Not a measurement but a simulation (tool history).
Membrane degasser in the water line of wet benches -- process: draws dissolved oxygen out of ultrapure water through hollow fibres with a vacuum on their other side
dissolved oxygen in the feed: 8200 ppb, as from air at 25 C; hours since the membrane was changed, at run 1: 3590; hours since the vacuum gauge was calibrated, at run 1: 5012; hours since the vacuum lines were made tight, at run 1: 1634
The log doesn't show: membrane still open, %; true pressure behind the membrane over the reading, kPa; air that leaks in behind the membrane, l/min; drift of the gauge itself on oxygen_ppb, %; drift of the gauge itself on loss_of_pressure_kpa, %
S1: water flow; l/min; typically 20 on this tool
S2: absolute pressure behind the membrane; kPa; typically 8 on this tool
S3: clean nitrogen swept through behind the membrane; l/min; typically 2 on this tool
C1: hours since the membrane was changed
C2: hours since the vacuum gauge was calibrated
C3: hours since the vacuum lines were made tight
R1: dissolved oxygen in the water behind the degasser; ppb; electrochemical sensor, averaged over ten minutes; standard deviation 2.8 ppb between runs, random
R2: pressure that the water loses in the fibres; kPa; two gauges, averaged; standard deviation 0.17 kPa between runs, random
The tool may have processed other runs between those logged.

run 1 hour=0 | S1=20 S2=8 S3=2 | C1=3590 C2=5012 C3=1634 | R1=307.3 R2=28.13
run 2 hour=88.6 | S1=20 S2=11.44 S3=2 | C1=3678 C2=5101 C3=1722 | R1=381.2 R2=28.4
run 3 hour=187.8 | S1=20 S2=8 S3=1.87 | C1=3777 C2=5200 C3=1822 | R1=312.6 R2=28.22
run 4 hour=295.9 | S1=16 S2=8 S3=2 | C1=3885 C2=5308 C3=1930 | R1=199.5 R2=22.69
run 5 hour=352.2 | S1=16 S2=8 S3=2 | C1=3942 C2=5364 C3=1986 | R1=200.9 R2=22.64
run 6 hour=453.6 | S1=18 S2=8 S3=2 | C1=4043 C2=5466 C3=2087 | R1=247.3 R2=25.59
run 7 hour=560.2 | S1=18 S2=8 S3=2 | C1=4150 C2=5572 C3=2194 | R1=257.4 R2=25.6
run 8 hour=639.4 | S1=20 S2=8 S3=2 | C1=4229 C2=5651 C3=2273 | R1=311 R2=28.26
run 9 hour=691.1 | S1=20 S2=19.54 S3=2 | C1=4281 C2=5703 C3=2325 | R1=561.9 R2=28.2
run 10 hour=777.8 | S1=20 S2=19.54 S3=2 | C1=4367 C2=5790 C3=2412 | R1=557.3 R2=28.77
run 11 hour=838.3 | S1=20 S2=19.54 S3=2 | C1=4428 C2=5850 C3=2472 | R1=560.6 R2=28.36
run 12 hour=905.6 | S1=20 S2=5.29 S3=2 | C1=4495 C2=5917 C3=2539 | R1=254.3 R2=28.5
-- hour=947.1 vacuum gauge calibrated
run 13 hour=956.8 | S1=20 S2=5.29 S3=2 | C1=4546 C2=10 C3=2590 | R1=247.5 R2=28.36
run 14 hour=1043.1 | S1=20 S2=5.29 S3=4.3 | C1=4632 C2=96 C3=2676 | R1=219 R2=28.36
run 15 hour=1137 | S1=20 S2=11.97 S3=4.93 | C1=4726 C2=190 C3=2770 | R1=279.7 R2=28.37
run 16 hour=1200.9 | S1=20 S2=11.97 S3=4.93 | C1=4790 C2=254 C3=2834 | R1=280.4 R2=28.75
run 17 hour=1291 | S1=14 S2=8 S3=2.66 | C1=4880 C2=344 C3=2924 | R1=130 R2=20.21
run 18 hour=1359.6 | S1=14 S2=8 S3=2.66 | C1=4949 C2=413 C3=2993 | R1=127.2 R2=19.88
run 19 hour=1467.3 | S1=20 S2=8.47 S3=1.11 | C1=5056 C2=520 C3=3101 | R1=396.5 R2=28.78
run 20 hour=1548.3 | S1=29 S2=17.7 S3=2.29 | C1=5137 C2=601 C3=3182 | R1=845.6 R2=41.62
run 21 hour=1654.2 | S1=24 S2=11.87 S3=4.14 | C1=5243 C2=707 C3=3288 | R1=424.1 R2=34.58
run 22 hour=1741.5 | S1=24 S2=15.37 S3=4.28 | C1=5330 C2=794 C3=3375 | R1=466.1 R2=34.7
run 23 hour=1814.8 | S1=24 S2=10.5 S3=5.7 | C1=5404 C2=868 C3=3448 | R1=387.4 R2=34.41
run 24 hour=1922.1 | S1=24 S2=10.5 S3=5.7 | C1=5511 C2=975 C3=3555 | R1=391.2 R2=34.22

Had the tool no unlogged condition, and each run kept its random variation, what would the results have been?
run=1 R1=276.6 R2=27.23
run=2 R1=349.8 R2=27.48
run=3 R1=280.1 R2=27.26
run=4 R1=176.6 R2=21.9
run=5 R1=177.5 R2=21.84
run=6 R1=218.7 R2=24.67
run=7 R1=226.9 R2=24.65
run=8 R1=274.9 R2=27.19
run=9 R1=524.3 R2=27.12
run=10 R1=519.3 R2=27.66
run=11 R1=521.9 R2=27.23
run=12 R1=215.6 R2=27.36
run=13 R1=218.2 R2=27.2
run=14 R1=189.7 R2=27.19
run=15 R1=249.2 R2=27.17
run=16 R1=249.4 R2=27.52
run=17 R1=115.3 R2=19.33
run=18 R1=112.4 R2=19
run=19 R1=362.8 R2=27.49
run=20 R1=785.4 R2=39.72
run=21 R1=376.9 R2=32.96
run=22 R1=417.7 R2=33.05
run=23 R1=338.3 R2=32.75
run=24 R1=340.7 R2=32.53
